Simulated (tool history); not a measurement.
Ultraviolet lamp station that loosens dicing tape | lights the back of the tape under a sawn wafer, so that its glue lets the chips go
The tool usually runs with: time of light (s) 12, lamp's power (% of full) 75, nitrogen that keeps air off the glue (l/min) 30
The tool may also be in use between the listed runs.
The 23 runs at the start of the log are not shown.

run,hour,time of light (s),lamp's power (% of full),nitrogen that keeps air off the glue (l/min),force that peels the tape off (N),light that reached the tape (mJ/cm²)
24,489.0,16,88,26,0.975,215
25,515.7,21,61,30,1.121,199
# hour 518.6: lamp changed
26,530.7,6,75,10,4.734,91
27,551.5,12,75,11,2.042,185
28,576.4,12,75,11,2.072,179
29,595.4,12,75,11,2.103,183
30,620.0,12,75,11,2.131,181
31,648.0,13,75,25,1.237,191
32,676.5,18,83,22,0.520,291
33,689.3,7,100,10,3.306,135
34,701.3,7,66,11,4.512,88
35,723.5,12,61,30,2.041,141
36,741.3,6,69,20,4.561,76
37,764.0,6,69,20,4.661,75
38,779.6,6,69,20,4.674,76

4 options for the next run, each taken on its own from the tool as it stands now. Forecast them:
A,793.8,19,65,19,?,?
B,793.8,16,81,26,?,?
C,793.8,9,86,30,?,?
D,793.8,6,75,17,?,?

run,force that peels the tape off (N),light that reached the tape (mJ/cm²)
A,0.967,232
B,0.738,240
C,1.967,143
D,4.503,83
Without the tool's hidden state the same runs would have given:
run,force that peels the tape off (N),light that reached the tape (mJ/cm²)
A,0.747,258
B,0.559,268
C,1.621,160
D,4.071,92
